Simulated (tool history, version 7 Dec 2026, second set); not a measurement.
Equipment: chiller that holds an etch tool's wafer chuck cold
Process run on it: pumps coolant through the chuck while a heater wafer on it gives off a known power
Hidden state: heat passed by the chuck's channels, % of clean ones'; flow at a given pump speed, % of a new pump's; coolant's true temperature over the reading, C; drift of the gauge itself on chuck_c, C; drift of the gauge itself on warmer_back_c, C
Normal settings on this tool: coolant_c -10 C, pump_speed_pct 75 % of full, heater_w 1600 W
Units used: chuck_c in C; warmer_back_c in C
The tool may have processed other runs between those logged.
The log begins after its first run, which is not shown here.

run	day	coolant_c	pump_speed_pct	heater_w	hours since the coolant was changed and the channels were flushed	hours since the pump was overhauled	hours since the chiller's thermometer was calibrated	chuck_c	warmer_back_c
2	2.262	-10	75	1600	3878	2534	2082	2.0	6.77
3	3.654	-10	75	1600	3912	2567	2116	2.1	6.79
4	5.175	-10	75	1600	3948	2604	2152	2.3	6.78
5	6.371	-4	75	1600	3977	2632	2181	8.1	6.73
6	8.083	-4	75	1600	4018	2674	2222	8.3	6.80
7	10.562	-10	75	1600	4078	2733	2282	2.1	6.80
8	11.962	-10	61	1600	4111	2767	2315	4.8	8.43
9	13.992	-10	61	1600	4160	2815	2364	4.7	8.43
10	15.458	-10	61	1600	4195	2851	2399	4.7	8.40
11	17.529	-10	61	1600	4245	2900	2449	4.7	8.41
12	18.704	-10	75	1839	4273	2928	2477	4.0	7.74
13	21.258	-10	75	1839	4334	2990	2538	4.0	7.71
14	22.596	-10	87	1839	4366	3022	2570	2.0	6.62
15	24.417	-10	87	2376	4410	3066	2614	5.6	8.53
16	26.129	-10	87	2376	4451	3107	2655	5.7	8.61
17	28.296	-10	87	2376	4503	3159	2707	5.6	8.54
18	30.333	-10	87	2376	4552	3208	2756	5.4	8.48
19	31.538	-16	74	1061	4581	3237	2785	-7.7	4.49
20	32.954	-9	63	1470	4615	3271	2819	4.1	7.38
# day 33.638: coolant changed, channels flushed
21	34.788	-9	63	1470	28	3309	2857	4.3	7.35
22	35.975	-9	63	1470	56	3337	2886	4.1	7.41
23	38.158	-12	74	1395	108	3389	2938	-1.2	5.87
24	40.125	-10	70	1772	156	3437	2985	4.6	7.97
25	42.896	-12	70	1470	222	3503	3052	0.0	6.56

Predict the results of run 26:
26	44.233	0	84	1204	254	3535	3084	?	?

Run 26 produced chuck_c 8.3 C, warmer_back_c 4.33 C.
The same run, on a tool lacking any hidden state, would have yielded chuck_c 8.3 C, warmer_back_c 4.51 C.

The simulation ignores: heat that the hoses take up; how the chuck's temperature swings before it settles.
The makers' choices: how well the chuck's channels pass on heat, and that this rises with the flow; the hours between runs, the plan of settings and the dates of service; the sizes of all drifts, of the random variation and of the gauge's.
